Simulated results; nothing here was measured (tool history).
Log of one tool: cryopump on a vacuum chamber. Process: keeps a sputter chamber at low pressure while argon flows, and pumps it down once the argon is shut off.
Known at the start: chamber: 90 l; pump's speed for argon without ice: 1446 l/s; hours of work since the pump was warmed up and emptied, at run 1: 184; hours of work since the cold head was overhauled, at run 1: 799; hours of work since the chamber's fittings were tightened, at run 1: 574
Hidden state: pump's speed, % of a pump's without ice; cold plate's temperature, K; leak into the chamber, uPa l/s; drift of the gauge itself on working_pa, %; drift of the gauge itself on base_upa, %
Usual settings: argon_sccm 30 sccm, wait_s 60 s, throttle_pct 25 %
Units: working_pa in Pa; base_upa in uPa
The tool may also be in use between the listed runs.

run,hour,argon_sccm,wait_s,throttle_pct,hours of work since the pump was warmed up and emptied,hours of work since the cold head was overhauled,hours of work since the chamber's fittings were tightened,working_pa,base_upa
1,0.0,30,60,25,184,799,574,0.1444,2.22
2,26.7,30,60,25,198,813,588,0.1444,2.23
3,57.4,30,60,25,215,829,605,0.1439,2.19
4,77.6,30,60,25,225,840,615,0.1450,2.23
5,113.8,30,60,25,244,859,634,0.1454,2.26
6,139.5,30,60,28,258,873,648,0.1298,2.31
7,155.4,30,60,28,266,881,656,0.1302,2.39
8,191.7,47,60,28,285,900,676,0.2062,2.38
9,215.2,47,60,59,298,912,688,0.1027,2.33
10,250.8,30,60,54,317,931,707,0.0703,2.46
11,270.3,50,60,54,327,942,717,0.1179,2.41
12,290.0,34,60,54,337,952,727,0.0813,2.41
13,308.0,44,60,54,347,962,737,0.1046,2.47
14,345.4,44,60,54,367,981,757,0.1059,2.39
15,382.2,44,60,54,386,1001,776,0.1062,2.47
16,400.1,30,60,25,396,1010,786,0.1481,2.51
17,419.0,30,60,25,406,1020,796,0.1480,2.49
18,447.7,34,60,25,421,1035,811,0.1677,2.51
19,472.4,30,103,21,434,1048,824,0.1751,1.93
20,508.6,30,56,28,453,1067,843,0.1353,2.64
21,524.4,35,78,18,461,1076,851,0.2376,2.29
22,548.2,56,60,25,474,1088,864,0.2778,2.63
23,565.4,19,164,25,483,1097,873,0.0943,1.70
24,598.3,30,257,28,500,1115,890,0.1344,1.53
25,620.4,30,257,35,512,1127,902,0.1101,1.58
26,643.5,34,28,15,524,1139,914,0.2754,4.28
27,662.6,30,51,36,534,1149,924,0.1071,2.95
28,689.6,30,217,40,548,1163,939,0.0972,1.67
29,720.5,25,36,25,565,1179,955,0.1265,3.74
30,738.1,16,195,23,574,1189,964,0.0881,1.75
31,753.5,38,287,25,582,1197,972,0.1928,1.63
32,790.3,38,173,25,602,1216,992,0.1916,1.83
# hour 813.8: pump warmed up, emptied and cooled again
33,829.4,38,173,25,8,1234,1010,0.1787,1.51
34,860.7,27,36,17,25,1251,1026,0.1862,3.46

4 ways to go on from here, each from the tool as it stands after run 34. What would each give?
A,894.9,45,97,17,43,1269,1044,?,?
B,894.9,42,22,21,43,1269,1044,?,?
C,894.9,14,96,28,43,1269,1044,?,?
D,894.9,12,60,20,43,1269,1044,?,?

run,working_pa,base_upa
A,0.3130,1.95
B,0.2354,5.06
C,0.0587,1.95
D,0.0698,2.55
Without the tool's hidden state the same runs would have given:
run,working_pa,base_upa
A,0.3115,1.09
B,0.2339,4.22
C,0.0582,1.09
D,0.0694,1.71

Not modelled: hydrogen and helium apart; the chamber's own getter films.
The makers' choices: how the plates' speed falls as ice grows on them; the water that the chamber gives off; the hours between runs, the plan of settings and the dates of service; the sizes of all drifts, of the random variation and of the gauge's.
